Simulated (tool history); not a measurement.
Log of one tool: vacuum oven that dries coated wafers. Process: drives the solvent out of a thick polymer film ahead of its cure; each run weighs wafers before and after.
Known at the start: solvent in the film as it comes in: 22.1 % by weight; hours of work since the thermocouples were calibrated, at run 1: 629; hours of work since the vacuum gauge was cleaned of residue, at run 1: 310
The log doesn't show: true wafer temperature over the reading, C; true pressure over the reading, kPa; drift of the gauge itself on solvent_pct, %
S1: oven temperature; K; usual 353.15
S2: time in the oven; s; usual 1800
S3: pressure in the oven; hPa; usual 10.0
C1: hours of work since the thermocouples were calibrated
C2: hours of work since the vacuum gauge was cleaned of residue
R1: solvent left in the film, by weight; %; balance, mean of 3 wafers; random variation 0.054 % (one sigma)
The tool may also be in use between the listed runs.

Run 1, hour 0.0: usual settings; C1 629; C2 310. Result: R1 5.02 %.
Run 2, hour 14.8: usual settings; C1 641; C2 321. Result: R1 5.06 %.
Run 3, hour 28.9: usual settings but S2 1140 s; C1 652; C2 332. Result: R1 7.90 %.
Run 4, hour 42.5: usual settings but S2 1140 s; C1 662; C2 343. Result: R1 7.93 %.
Run 5, hour 53.1: usual settings but S2 1140 s; C1 671; C2 351. Result: R1 7.95 %.
Run 6, hour 73.9: usual settings but S2 1140 s; C1 687; C2 367. Result: R1 7.95 %.
Run 7, hour 86.8: usual settings but S2 1140 s; C1 697; C2 377. Result: R1 7.89 %.
Run 8, hour 97.8: usual settings but S2 1020 s; C1 705; C2 386. Result: R1 8.59 %.
Run 9, hour 108.2: usual settings but S1 343.15 K, S2 1020 s; C1 713; C2 394. Result: R1 12.40 %.
Run 10, hour 124.0: usual settings but S1 367.15 K, S2 1020 s; C1 726; C2 406. Result: R1 3.34 %.
Run 11, hour 140.1: usual settings but S1 367.15 K, S2 1020 s; C1 738; C2 419. Result: R1 3.41 %.
Run 12, hour 155.7: usual settings but S1 367.15 K, S2 1020 s; C1 750; C2 431. Result: R1 3.39 %.
Run 13, hour 171.0: usual settings but S1 367.15 K, S2 1020 s, S3 32.0 hPa; C1 762; C2 443. Result: R1 3.56 %.
Run 14, hour 188.0: usual settings but S1 367.15 K, S2 1020 s, S3 32.0 hPa; C1 775; C2 456. Result: R1 3.63 %.
Run 15, hour 209.1: usual settings but S1 367.15 K, S2 1020 s, S3 32.0 hPa; C1 792; C2 472. Result: R1 3.52 %.
Run 16, hour 230.5: usual settings but S3 17.9 hPa; C1 808; C2 489. Result: R1 5.00 %.
Run 17, hour 248.3: usual settings but S3 17.9 hPa; C1 822; C2 503. Result: R1 5.00 %.
Run 18, hour 266.0: usual settings but S3 17.9 hPa; C1 836; C2 516. Result: R1 4.99 %.
Run 19, hour 285.2: usual settings but S3 17.9 hPa; C1 851; C2 531. Result: R1 4.91 %.
Run 20, hour 305.5: usual settings but S3 9.2 hPa; C1 867; C2 547. Result: R1 4.88 %.
Run 21, hour 323.4: usual settings but S1 347.15 K, S3 9.2 hPa; C1 881; C2 561. Result: R1 7.24 %.
Run 22, hour 341.0: usual settings but S2 1320 s; C1 894; C2 575. Result: R1 6.71 %.
Run 23, hour 350.1: usual settings but S1 358.15 K, S2 1620 s, S3 16.7 hPa; C1 901; C2 582. Result: R1 3.74 %.
Run 24, hour 368.5: usual settings but S1 358.15 K, S2 1620 s, S3 16.7 hPa; C1 916; C2 596. Result: R1 3.70 %.
Run 25, hour 383.4: usual settings but S1 344.15 K, S2 2520 s, S3 10.2 hPa; C1 927; C2 608. Result: R1 6.25 %.
Run 26, hour 399.8: usual settings but S1 344.15 K, S2 2880 s, S3 10.2 hPa; C1 940; C2 620. Result: R1 5.37 %.
Run 27, hour 421.4: usual settings but S1 344.15 K, S2 2880 s, S3 10.2 hPa; C1 957; C2 637. Result: R1 5.44 %.
Run 28, hour 431.9: usual settings but S1 342.15 K, S2 2880 s, S3 10.6 hPa; C1 965; C2 645. Result: R1 6.19 %.
Run 29, hour 448.2: usual settings but S1 342.15 K, S2 2880 s, S3 10.6 hPa; C1 978; C2 658. Result: R1 6.28 %.
Run 30, hour 460.8: usual settings but S1 342.15 K, S2 2880 s, S3 10.6 hPa; C1 987; C2 668. Result: R1 6.25 %.
Run 31, hour 471.4: usual settings but S1 348.15 K, S3 37.9 hPa; C1 996; C2 676. Result: R1 7.26 %.
Run 32, hour 490.9: usual settings but S2 1740 s; C1 1011; C2 691. Result: R1 4.99 %.
Run 33, hour 509.8: usual settings but S1 339.15 K, S2 1260 s, S3 5.7 hPa; C1 1025; C2 706. Result: R1 12.22 %.
Run 34, hour 530.5: usual settings but S2 1200 s, S3 6.9 hPa; C1 1042; C2 722. Result: R1 7.21 %.
Run 35, hour 540.2: usual settings but S2 1200 s, S3 6.9 hPa; C1 1049; C2 729. Result: R1 7.12 %.
Run 36, hour 549.8: usual settings but S2 1200 s, S3 6.9 hPa; C1 1056; C2 737. Result: R1 7.27 %.
Run 37, hour 569.9: usual settings but S1 340.15 K, S2 2460 s, S3 7.6 hPa; C1 1072; C2 752. Result: R1 8.10 %.
Run 38, hour 583.1: usual settings but S1 340.15 K, S2 1020 s, S3 14.2 hPa; C1 1082; C2 763. Result: R1 13.15 %.
Run 39, hour 598.5: usual settings but S1 340.15 K, S2 1020 s, S3 18.9 hPa; C1 1094; C2 775. Result: R1 13.14 %.
Run 40, hour 617.5: usual settings but S2 2820 s, S3 16.6 hPa; C1 1109; C2 789. Result: R1 2.45 %.
Run 41, hour 635.7: usual settings but S1 359.15 K, S2 1620 s, S3 8.7 hPa; C1 1123; C2 804. Result: R1 3.11 %.

4 ways to go on from here, each from the tool as it stands after run 41. What would each give?
Run A, hour 647.0: usual settings but S1 362.15 K, S2 1560 s; C1 1132; C2 812. Result: R1 ?.
Run B, hour 647.0: usual settings but S1 361.15 K, S2 2100 s, S3 13.9 hPa; C1 1132; C2 812. Result: R1 ?.
Run C, hour 647.0: usual settings but S1 339.15 K, S2 3180 s; C1 1132; C2 812. Result: R1 ?.
Run D, hour 647.0: usual settings but S1 352.15 K, S2 2100 s, S3 32.2 hPa; C1 1132; C2 812. Result: R1 ?.

run    R1
  A  2.47
  B  1.63
  C  6.73
  D  4.56
Without the tool's hidden state the same runs would have given:
run    R1
  A  3.02
  B  2.05
  C  7.54
  D  5.29
